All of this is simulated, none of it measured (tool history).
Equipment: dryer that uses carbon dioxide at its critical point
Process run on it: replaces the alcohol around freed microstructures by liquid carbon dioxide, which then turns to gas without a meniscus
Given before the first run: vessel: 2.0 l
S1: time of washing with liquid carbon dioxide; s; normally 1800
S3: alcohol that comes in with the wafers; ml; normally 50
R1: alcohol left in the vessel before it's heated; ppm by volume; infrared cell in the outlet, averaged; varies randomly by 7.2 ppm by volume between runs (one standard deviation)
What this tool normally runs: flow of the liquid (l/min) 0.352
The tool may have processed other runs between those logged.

Run 1, hour 0.0: usual settings. Result: R1 443 ppm by volume.
Run 2, hour 4.4: usual settings but S3 25 ml. Result: R1 244 ppm by volume.
Run 3, hour 10.8: usual settings but S3 25 ml. Result: R1 250 ppm by volume.
Run 4, hour 17.3: usual settings but S3 25 ml. Result: R1 240 ppm by volume.
Run 5, hour 24.2: usual settings but S3 57 ml. Result: R1 516 ppm by volume.
Run 6, hour 31.2: usual settings. Result: R1 457 ppm by volume.
Run 7, hour 39.0: usual settings. Result: R1 431 ppm by volume.
Run 8, hour 44.9: usual settings but S1 1140 s. Result: R1 1939 ppm by volume.
Run 9, hour 49.7: usual settings but S1 1140 s. Result: R1 1946 ppm by volume.
Run 10, hour 54.9: usual settings. Result: R1 468 ppm by volume.
Run 11, hour 58.9: usual settings. Result: R1 498 ppm by volume.
Run 12, hour 66.6: usual settings but S3 21 ml. Result: R1 227 ppm by volume.
Run 13, hour 70.6: usual settings but S3 21 ml. Result: R1 229 ppm by volume.
Run 14, hour 79.1: usual settings. Result: R1 487 ppm by volume.
Run 15, hour 88.5: usual settings but S3 52 ml. Result: R1 505 ppm by volume.
Run 16, hour 93.8: usual settings but flow of the liquid (l/min) 0.480, S3 52 ml. Result: R1 139 ppm by volume.
Run 17, hour 101.2: usual settings but S3 52 ml. Result: R1 531 ppm by volume.
Run 18, hour 106.9: usual settings but S3 52 ml. Result: R1 510 ppm by volume.
Run 19, hour 112.1: usual settings. Result: R1 519 ppm by volume.
Run 20, hour 121.3: usual settings. Result: R1 516 ppm by volume.
Run 21, hour 129.5: usual settings but S1 2160 s. Result: R1 263 ppm by volume.
Run 22, hour 138.1: usual settings but S1 2160 s. Result: R1 260 ppm by volume.
Run 23, hour 144.6: usual settings but S1 2160 s. Result: R1 267 ppm by volume.
Run 24, hour 152.2: usual settings but flow of the liquid (l/min) 0.300, S3 38 ml. Result: R1 712 ppm by volume.
Run 25, hour 156.9: usual settings but flow of the liquid (l/min) 0.300, S3 38 ml. Result: R1 724 ppm by volume.
Run 26, hour 161.8: usual settings but S3 68 ml. Result: R1 725 ppm by volume.
Run 27, hour 166.3: usual settings but S1 1260 s, flow of the liquid (l/min) 0.324, S3 68 ml. Result: R1 2793 ppm by volume.
Run 28, hour 174.1: usual settings but S1 2340 s, flow of the liquid (l/min) 0.535. Result: R1 59 ppm by volume.
Run 29, hour 181.8: usual settings but S1 1200 s, flow of the liquid (l/min) 0.265, S3 29 ml. Result: R1 2144 ppm by volume.
Run 30, hour 188.3: usual settings but flow of the liquid (l/min) 0.511. Result: R1 129 ppm by volume.
Run 31, hour 194.2: usual settings but S1 1620 s, flow of the liquid (l/min) 0.430, S3 33 ml. Result: R1 272 ppm by volume.
Run 32, hour 200.0: usual settings but S1 1620 s, flow of the liquid (l/min) 0.430, S3 33 ml. Result: R1 273 ppm by volume.
Run 33, hour 204.1: usual settings but S1 2520 s, S3 91 ml. Result: R1 247 ppm by volume.
Run 34, hour 213.4: usual settings but S1 1140 s, S3 22 ml. Result: R1 993 ppm by volume.
Run 35, hour 217.3: usual settings but S1 1140 s, S3 22 ml. Result: R1 963 ppm by volume.
Run 36, hour 224.5: usual settings but S1 2700 s, flow of the liquid (l/min) 0.503, S3 117 ml. Result: R1 64 ppm by volume.
Run 37, hour 230.1: usual settings but S1 1200 s, flow of the liquid (l/min) 0.503, S3 23 ml. Result: R1 311 ppm by volume.
Run 38, hour 239.5: usual settings but S1 1200 s, flow of the liquid (l/min) 0.503, S3 23 ml. Result: R1 326 ppm by volume.
Run 39, hour 243.6: usual settings but S1 1200 s, flow of the liquid (l/min) 0.503, S3 23 ml. Result: R1 325 ppm by volume.
Run 40, hour 249.1: usual settings but S1 2100 s, flow of the liquid (l/min) 0.373, S3 53 ml. Result: R1 282 ppm by volume.
Run 41, hour 254.9: usual settings but S1 2100 s, flow of the liquid (l/min) 0.373, S3 53 ml. Result: R1 281 ppm by volume.

Same runs, no hidden state in the tool, same run-to-run variation:
Hidden state at play: flow that reaches the vessel past the clogged filter, %; alcohol in the recycled carbon dioxide, ppm; drift of the gauge itself on alcohol_ppm, %.
run    R1
  1   347
  2   179
  3   184
  4   173
  5   395
  6   344
  7   318
  8  1649
  9  1648
 10   342
 11   364
 12   149
 13   151
 14   344
 15   353
 16    70
 17   366
 18   350
 19   353
 20   346
 21   152
 22   148
 23   152
 24   495
 25   501
 26   472
 27  2158
 28    11
 29  1729
 30    50
 31   145
 32   145
 33   114
 34   721
 35   695
 36    10
 37   170
 38   178
 39   180
 40   134
 41   129
